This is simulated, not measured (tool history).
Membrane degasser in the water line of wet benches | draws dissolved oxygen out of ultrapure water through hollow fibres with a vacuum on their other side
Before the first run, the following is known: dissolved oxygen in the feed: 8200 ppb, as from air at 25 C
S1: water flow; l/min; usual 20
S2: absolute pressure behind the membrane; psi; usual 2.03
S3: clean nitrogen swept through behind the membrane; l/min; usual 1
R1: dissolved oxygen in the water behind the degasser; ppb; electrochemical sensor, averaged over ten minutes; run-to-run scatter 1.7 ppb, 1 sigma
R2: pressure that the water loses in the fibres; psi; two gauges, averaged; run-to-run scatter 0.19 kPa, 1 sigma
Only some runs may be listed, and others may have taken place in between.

Run 1, day 0: usual settings. Result: R1 481 ppb, R2 5.736 psi.
Run 2, day 1.621: usual settings. Result: R1 483.8 ppb, R2 5.656 psi.
Run 3, day 2.817: usual settings. Result: R1 482.2 ppb, R2 5.688 psi.
Run 4, day 3.967: usual settings. Result: R1 485.5 ppb, R2 5.707 psi.
Run 5, day 5.008: usual settings but S2 2.96 psi. Result: R1 732.8 ppb, R2 5.688 psi.
Run 6, day 6.421: usual settings but S2 1.45 psi. Result: R1 318 ppb, R2 5.696 psi.
Run 7, day 7.35: usual settings but S2 1.45 psi. Result: R1 319.3 ppb, R2 5.739 psi.
Run 8, day 8.367: usual settings. Result: R1 482.3 ppb, R2 5.699 psi.
Run 9, day 9.121: usual settings but S2 2.71 psi. Result: R1 670.2 ppb, R2 5.68 psi.
Run 10, day 10.558: usual settings but S2 2.49 psi. Result: R1 616.6 ppb, R2 5.72 psi.
Run 11, day 11.554: usual settings but S3 2.15 l/min. Result: R1 257.2 ppb, R2 5.627 psi.
Run 12, day 12.554: usual settings but S3 2.15 l/min. Result: R1 257.7 ppb, R2 5.748 psi.
Run 13, day 13.696: usual settings but S3 2.15 l/min. Result: R1 258.5 ppb, R2 5.704 psi.
Run 14, day 15.158: usual settings but S1 25 l/min. Result: R1 607 ppb, R2 7.121 psi.
Run 15, day 16.121: usual settings but S1 25 l/min. Result: R1 609.2 ppb, R2 7.127 psi.
Run 16, day 17.667: usual settings but S1 25 l/min. Result: R1 608.6 ppb, R2 7.098 psi.
Run 17, day 18.679: usual settings but S1 25 l/min. Result: R1 612.2 ppb, R2 7.143 psi.
Run 18, day 20.35: usual settings but S1 14 l/min, S2 1.6 psi, S3 0.91 l/min. Result: R1 277.9 ppb, R2 3.971 psi.
Run 19, day 21.925: usual settings but S1 19 l/min. Result: R1 461.8 ppb, R2 5.385 psi.
Run 20, day 23.138: usual settings but S1 17 l/min, S2 4.63 psi. Result: R1 1011.9 ppb, R2 4.862 psi.
Run 21, day 23.983: usual settings but S2 2.92 psi, S3 1.66 l/min. Result: R1 481.1 ppb, R2 5.69 psi.
Run 22, day 24.933: usual settings but S2 2.55 psi, S3 1.08 l/min. Result: R1 592.9 ppb, R2 5.742 psi.
Run 23, day 26.458: usual settings but S1 15 l/min, S2 3.76 psi. Result: R1 739.9 ppb, R2 4.271 psi.
Run 24, day 28.1: usual settings but S1 15 l/min, S2 3.76 psi. Result: R1 742.4 ppb, R2 4.264 psi.
Run 25, day 29.525: usual settings but S1 15 l/min, S2 3.76 psi. Result: R1 744.7 ppb, R2 4.295 psi.
Run 26, day 30.958: usual settings but S1 16 l/min, S2 2.29 psi, S3 1.38 l/min. Result: R1 346.5 ppb, R2 4.556 psi.
Run 27, day 32.738: usual settings but S1 16 l/min, S2 2.29 psi, S3 1.38 l/min. Result: R1 345.8 ppb, R2 4.605 psi.
Run 28, day 33.921: usual settings but S1 16 l/min, S2 2.29 psi, S3 1.38 l/min. Result: R1 343.8 ppb, R2 4.535 psi.
Run 29, day 34.771: usual settings but S1 24 l/min, S3 1.3 l/min. Result: R1 480.6 ppb, R2 6.843 psi.

5 options for the next run, each taken on its own from the tool as it stands now. Forecast them:
Run A, day 35.696: usual settings but S1 14 l/min, S2 4.73 psi, S3 1.29 l/min. Result: R1 ?, R2 ?.
Run B, day 35.696: usual settings but S1 17 l/min, S2 2.2 psi, S3 1.27 l/min. Result: R1 ?, R2 ?.
Run C, day 35.696: usual settings but S2 2.8 psi, S3 1.31 l/min. Result: R1 ?, R2 ?.
Run D, day 35.696: usual settings but S1 15 l/min, S3 1.26 l/min. Result: R1 ?, R2 ?.
Run E, day 35.696: usual settings but S1 17 l/min, S3 1.3 l/min. Result: R1 ?, R2 ?.

run     R1     R2
  A  712.2   3.97
  B  376.5  4.827
  C  557.9   5.72
  D  303.4    4.3
  E  332.9  4.869
With no hidden state in the tool, these same runs would have given:
run     R1     R2
  A  690.5  3.958
  B  366.2  4.812
  C  545.9  5.704
  D  293.7  4.287
  E  323.5  4.854
